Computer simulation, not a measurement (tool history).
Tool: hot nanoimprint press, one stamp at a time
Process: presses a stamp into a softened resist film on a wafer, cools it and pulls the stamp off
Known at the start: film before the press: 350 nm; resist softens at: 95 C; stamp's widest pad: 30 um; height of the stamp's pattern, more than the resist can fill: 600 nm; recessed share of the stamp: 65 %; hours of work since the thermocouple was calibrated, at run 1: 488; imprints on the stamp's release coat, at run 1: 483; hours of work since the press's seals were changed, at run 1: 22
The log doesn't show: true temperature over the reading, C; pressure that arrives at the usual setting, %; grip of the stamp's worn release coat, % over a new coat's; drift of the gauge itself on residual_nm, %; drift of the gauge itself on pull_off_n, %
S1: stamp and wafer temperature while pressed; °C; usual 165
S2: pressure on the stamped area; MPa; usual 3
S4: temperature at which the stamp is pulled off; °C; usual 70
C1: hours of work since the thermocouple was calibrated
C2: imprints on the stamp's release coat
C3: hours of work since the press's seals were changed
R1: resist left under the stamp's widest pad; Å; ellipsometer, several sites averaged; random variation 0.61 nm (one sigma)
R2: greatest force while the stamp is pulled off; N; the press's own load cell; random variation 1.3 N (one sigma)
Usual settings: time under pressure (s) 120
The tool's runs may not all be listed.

run 1 hour=0 | S1=165 S2=3 time_under_pressure_(s)=120 S4=70 | C1=488 C2=483 C3=22 | R1=1610 R2=143
run 2 hour=16.9 | S1=165 S2=3 time_under_pressure_(s)=120 S4=70 | C1=499 C2=521 C3=32 | R1=1615 R2=145
run 3 hour=37.7 | S1=165 S2=3 time_under_pressure_(s)=120 S4=70 | C1=512 C2=568 C3=45 | R1=1601 R2=148
run 4 hour=69.3 | S1=165 S2=3 time_under_pressure_(s)=120 S4=70 | C1=532 C2=639 C3=65 | R1=1603 R2=148
run 5 hour=100.1 | S1=165 S2=3 time_under_pressure_(s)=211 S4=70 | C1=551 C2=709 C3=85 | R1=1338 R2=149
run 6 hour=126.2 | S1=165 S2=3.52 time_under_pressure_(s)=211 S4=70 | C1=568 C2=768 C3=101 | R1=1205 R2=148
run 7 hour=143.4 | S1=165 S2=3.52 time_under_pressure_(s)=211 S4=70 | C1=579 C2=807 C3=112 | R1=1212 R2=151
-- hour=148.7 plate thermocouple calibrated
run 8 hour=170.3 | S1=165 S2=3.52 time_under_pressure_(s)=211 S4=67 | C1=14 C2=861 C3=127 | R1=1143 R2=154
run 9 hour=193.8 | S1=163 S2=3.75 time_under_pressure_(s)=211 S4=67 | C1=28 C2=914 C3=142 | R1=1176 R2=155
run 10 hour=217.9 | S1=163 S2=3.62 time_under_pressure_(s)=211 S4=67 | C1=44 C2=968 C3=157 | R1=1202 R2=157
run 11 hour=248.4 | S1=158 S2=3 time_under_pressure_(s)=120 S4=71 | C1=63 C2=1037 C3=177 | R1=1884 R2=148

Forecast each of these 3 alternatives for the next run:
run A hour=276.3 | S1=158 S2=3.15 time_under_pressure_(s)=120 S4=71 | C1=81 C2=1101 C3=194 | R1=? R2=?
run B hour=276.3 | S1=165 S2=3 time_under_pressure_(s)=120 S4=71 | C1=81 C2=1101 C3=194 | R1=? R2=?
run C hour=276.3 | S1=165 S2=4.73 time_under_pressure_(s)=188 S4=61 | C1=81 C2=1101 C3=194 | R1=? R2=?

run=A R1=1830 R2=149
run=B R1=1509 R2=148
run=C R1=989 R2=178
Without the tool's hidden state the same runs would have given:
run=A R1=2083 R2=136
run=B R1=1714 R2=135
run=C R1=1132 R2=161
